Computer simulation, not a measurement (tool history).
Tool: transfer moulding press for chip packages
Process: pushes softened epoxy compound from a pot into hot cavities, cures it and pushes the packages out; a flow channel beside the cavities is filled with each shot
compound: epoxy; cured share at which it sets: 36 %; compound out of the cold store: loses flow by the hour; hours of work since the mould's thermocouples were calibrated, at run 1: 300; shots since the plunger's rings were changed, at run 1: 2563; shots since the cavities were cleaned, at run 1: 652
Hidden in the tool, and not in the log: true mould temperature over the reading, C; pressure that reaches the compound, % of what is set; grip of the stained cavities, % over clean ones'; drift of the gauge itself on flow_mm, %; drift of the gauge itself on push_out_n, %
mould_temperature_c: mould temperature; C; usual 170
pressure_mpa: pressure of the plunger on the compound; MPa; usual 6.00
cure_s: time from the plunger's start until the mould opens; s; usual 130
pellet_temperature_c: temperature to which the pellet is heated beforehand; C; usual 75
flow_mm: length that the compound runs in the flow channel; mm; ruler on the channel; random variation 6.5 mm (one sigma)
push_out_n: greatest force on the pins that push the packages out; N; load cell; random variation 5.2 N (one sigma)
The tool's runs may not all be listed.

run,hour,mould_temperature_c,pressure_mpa,cure_s,pellet_temperature_c,hours of work since the mould's thermocouples were calibrated,shots since the plunger's rings were changed,shots since the cavities were cleaned,incoming compound's hours out of the cold store,flow_mm,push_out_n
1,0.0,170,6.00,130,75,300,2563,652,15.0,821,245
2,12.9,170,6.00,130,75,310,2698,787,32.7,783,232
# hour 20.2: cavities cleaned with cleaning compound and waxed
3,27.2,170,6.00,130,82,320,2832,73,9.2,832,267
4,37.9,170,6.00,130,82,328,2945,186,31.6,796,271
# hour 47.7: cavities cleaned with cleaning compound and waxed, once more
5,51.3,170,6.00,130,82,337,3069,38,15.7,811,194
6,61.2,170,6.00,130,75,344,3173,142,46.8,741,194
7,71.2,170,6.00,130,75,352,3278,247,47.4,746,217
8,84.3,170,6.00,130,75,361,3415,384,45.4,747,220
9,95.2,170,6.00,130,79,370,3530,499,46.0,735,226
10,106.4,170,6.00,130,79,378,3647,616,35.4,761,232
11,112.0,170,6.00,130,79,382,3705,674,22.6,782,245
12,123.7,170,6.00,130,79,391,3827,796,47.2,735,236
# hour 130.2: cavities cleaned with cleaning compound and waxed
13,133.8,164,6.00,130,75,398,3917,37,10.9,837,239
14,143.6,164,6.00,130,75,405,4021,141,15.1,822,245
15,151.2,164,6.00,130,75,411,4100,220,34.5,780,253
16,161.0,164,6.00,130,75,418,4203,323,25.0,811,257
17,168.6,164,6.00,130,75,424,4282,402,20.0,817,273
18,182.0,173,6.96,130,75,434,4422,542,46.7,762,215
19,192.0,170,6.00,117,75,441,4527,647,27.4,759,258
20,199.9,173,4.87,117,75,447,4611,731,47.5,628,234
21,209.3,173,4.87,111,85,454,4709,829,24.9,672,257
# hour 212.1: cavities cleaned with cleaning compound and waxed
22,217.8,173,4.87,111,85,460,4782,59,46.3,629,189
23,227.2,173,4.87,111,85,467,4881,158,22.3,684,202
24,234.9,170,4.98,156,80,473,4961,238,16.2,714,194
25,246.0,170,6.46,130,75,481,5078,355,20.3,796,212
# hour 255.3: plunger's sealing rings changed
26,260.2,170,6.46,119,75,490,51,477,22.1,858,249
27,267.3,170,4.93,130,75,495,125,551,15.7,777,232
28,279.1,170,4.93,130,75,504,249,675,12.3,785,244

How the hidden state differs across the entries between the runs, from the last listed run before each to the first after it:
Between runs 2 and 3: cavities cleaned with cleaning compound and waxed (hour 20.2)
  true mould temperature over the reading, C: -0.58 -> -0.59; pressure that reaches the compound, % of what is set: 90.01 -> 89.46; grip of the stained cavities, % over clean ones': 34 -> 46.4
  measured less the result without the state, flow_mm: -40 -> -45 mm; push_out_n: +62 -> +87 N
Between runs 4 and 5: cavities cleaned with cleaning compound and waxed, once more (hour 47.7)
  true mould temperature over the reading, C: -0.61 -> -0.62; pressure that reaches the compound, % of what is set: 89.06 -> 88.58; grip of the stained cavities, % over clean ones': 48 -> 2.8
  measured less the result without the state, flow_mm: -45 -> -48 mm; push_out_n: +89 -> +7 N
Between runs 12 and 13: cavities cleaned with cleaning compound and waxed (hour 130.2)
  true mould temperature over the reading, C: -0.71 -> -0.72; pressure that reaches the compound, % of what is set: 85.69 -> 85.35; grip of the stained cavities, % over clean ones': 35.3 -> 3.1
  measured less the result without the state, flow_mm: -56 -> -65 mm; push_out_n: +63 -> +15 N
Between runs 21 and 22: cavities cleaned with cleaning compound and waxed (hour 212.1)
  true mould temperature over the reading, C: -0.83 -> -0.84; pressure that reaches the compound, % of what is set: 82.27 -> 81.99; grip of the stained cavities, % over clean ones': 36 -> 4
  measured less the result without the state, flow_mm: -65 -> -64 mm; push_out_n: +71 -> +11 N
Between runs 25 and 26: plunger's sealing rings changed (hour 255.3)
  true mould temperature over the reading, C: -0.87 -> -0.89; pressure that reaches the compound, % of what is set: 80.83 -> 99.43; grip of the stained cavities, % over clean ones': 19.5 -> 24.5
  measured less the result without the state, flow_mm: -85 -> +1 mm; push_out_n: +37 -> +54 N

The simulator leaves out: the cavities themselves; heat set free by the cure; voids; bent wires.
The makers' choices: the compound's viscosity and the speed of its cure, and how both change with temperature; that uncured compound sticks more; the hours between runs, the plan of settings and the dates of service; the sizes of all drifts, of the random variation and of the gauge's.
